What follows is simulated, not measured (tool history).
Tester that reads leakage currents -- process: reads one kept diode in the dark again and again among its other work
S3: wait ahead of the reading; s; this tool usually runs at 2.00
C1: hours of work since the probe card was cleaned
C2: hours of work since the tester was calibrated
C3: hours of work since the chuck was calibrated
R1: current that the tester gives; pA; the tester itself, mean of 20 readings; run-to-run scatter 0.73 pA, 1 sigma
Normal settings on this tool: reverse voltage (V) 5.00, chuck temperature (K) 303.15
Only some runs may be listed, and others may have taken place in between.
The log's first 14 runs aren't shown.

run 15 hour=2082.2 | reverse_voltage_(V)=5.00 chuck_temperature_(K)=303.15 S3=2.00 | C1=332 C2=1621 C3=626 | R1=243.04
run 16 hour=2216.5 | reverse_voltage_(V)=5.00 chuck_temperature_(K)=303.15 S3=2.00 | C1=433 C2=1722 C3=727 | R1=244.01
run 17 hour=2323.0 | reverse_voltage_(V)=5.00 chuck_temperature_(K)=303.15 S3=2.00 | C1=513 C2=1802 C3=807 | R1=243.72
-- hour=2491.4 chuck's temperature calibrated
run 18 hour=2491.4 | reverse_voltage_(V)=5.00 chuck_temperature_(K)=303.15 S3=2.00 | C1=638 C2=1927 C3=0 | R1=242.52
run 19 hour=2628.6 | reverse_voltage_(V)=7.93 chuck_temperature_(K)=303.15 S3=2.00 | C1=741 C2=2030 C3=103 | R1=309.98
run 20 hour=2805.9 | reverse_voltage_(V)=7.93 chuck_temperature_(K)=303.15 S3=2.00 | C1=874 C2=2163 C3=236 | R1=310.50
run 21 hour=2952.9 | reverse_voltage_(V)=6.18 chuck_temperature_(K)=313.15 S3=0.65 | C1=985 C2=2274 C3=346 | R1=535.51
run 22 hour=3126.8 | reverse_voltage_(V)=5.00 chuck_temperature_(K)=303.15 S3=0.40 | C1=1115 C2=2404 C3=477 | R1=245.93
run 23 hour=3302.6 | reverse_voltage_(V)=1.82 chuck_temperature_(K)=324.15 S3=0.76 | C1=1247 C2=2536 C3=609 | R1=560.17
run 24 hour=3480.2 | reverse_voltage_(V)=1.82 chuck_temperature_(K)=324.15 S3=0.76 | C1=1381 C2=2670 C3=742 | R1=558.29
run 25 hour=3653.6 | reverse_voltage_(V)=5.13 chuck_temperature_(K)=312.15 S3=6.98 | C1=1511 C2=2800 C3=873 | R1=453.63
-- hour=3737.8 chuck's temperature calibrated
run 26 hour=3815.6 | reverse_voltage_(V)=8.59 chuck_temperature_(K)=303.15 S3=2.00 | C1=1631 C2=2920 C3=58 | R1=323.62
run 27 hour=3916.0 | reverse_voltage_(V)=8.59 chuck_temperature_(K)=303.15 S3=2.00 | C1=1706 C2=2995 C3=134 | R1=323.47
run 28 hour=4077.4 | reverse_voltage_(V)=5.53 chuck_temperature_(K)=295.15 S3=2.62 | C1=1827 C2=3117 C3=255 | R1=145.41
run 29 hour=4231.5 | reverse_voltage_(V)=10.25 chuck_temperature_(K)=303.15 S3=2.00 | C1=1943 C2=3232 C3=371 | R1=357.48
run 30 hour=4419.5 | reverse_voltage_(V)=14.96 chuck_temperature_(K)=303.15 S3=1.78 | C1=2084 C2=3373 C3=512 | R1=434.76
run 31 hour=4531.4 | reverse_voltage_(V)=5.00 chuck_temperature_(K)=307.15 S3=2.00 | C1=2168 C2=3457 C3=596 | R1=320.76
run 32 hour=4710.3 | reverse_voltage_(V)=5.00 chuck_temperature_(K)=297.15 S3=0.38 | C1=2303 C2=3592 C3=730 | R1=161.47
run 33 hour=4790.8 | reverse_voltage_(V)=5.00 chuck_temperature_(K)=297.15 S3=0.38 | C1=2363 C2=3652 C3=791 | R1=161.85
run 34 hour=4911.9 | reverse_voltage_(V)=1.57 chuck_temperature_(K)=314.15 S3=1.37 | C1=2454 C2=3743 C3=882 | R1=276.15
-- hour=4980.8 chuck's temperature calibrated
run 35 hour=4996.0 | reverse_voltage_(V)=10.98 chuck_temperature_(K)=314.15 S3=4.74 | C1=2516 C2=3805 C3=11 | R1=769.83
run 36 hour=5097.5 | reverse_voltage_(V)=5.00 chuck_temperature_(K)=297.15 S3=5.89 | C1=2592 C2=3881 C3=88 | R1=158.36
run 37 hour=5236.6 | reverse_voltage_(V)=5.00 chuck_temperature_(K)=297.15 S3=5.89 | C1=2696 C2=3985 C3=192 | R1=159.51

5 ways to go on from here, each from the tool as it stands after run 37. What would each give?
run A hour=5327.8 | reverse_voltage_(V)=1.27 chuck_temperature_(K)=297.15 S3=1.60 | C1=2765 C2=4054 C3=261 | R1=?
run B hour=5327.8 | reverse_voltage_(V)=5.00 chuck_temperature_(K)=297.15 S3=3.26 | C1=2765 C2=4054 C3=261 | R1=?
run C hour=5327.8 | reverse_voltage_(V)=5.00 chuck_temperature_(K)=297.15 S3=0.74 | C1=2765 C2=4054 C3=261 | R1=?
run D hour=5327.8 | reverse_voltage_(V)=5.00 chuck_temperature_(K)=297.15 S3=3.87 | C1=2765 C2=4054 C3=261 | R1=?
run E hour=5327.8 | reverse_voltage_(V)=5.00 chuck_temperature_(K)=331.15 S3=5.89 | C1=2765 C2=4054 C3=261 | R1=?

run=A R1=77.90
run=B R1=158.96
run=C R1=160.91
run=D R1=159.25
run=E R1=1445.25
With no hidden state in the tool, these same runs would have given:
run=A R1=77.82
run=B R1=158.73
run=C R1=160.68
run=D R1=159.02
run=E R1=1444.36

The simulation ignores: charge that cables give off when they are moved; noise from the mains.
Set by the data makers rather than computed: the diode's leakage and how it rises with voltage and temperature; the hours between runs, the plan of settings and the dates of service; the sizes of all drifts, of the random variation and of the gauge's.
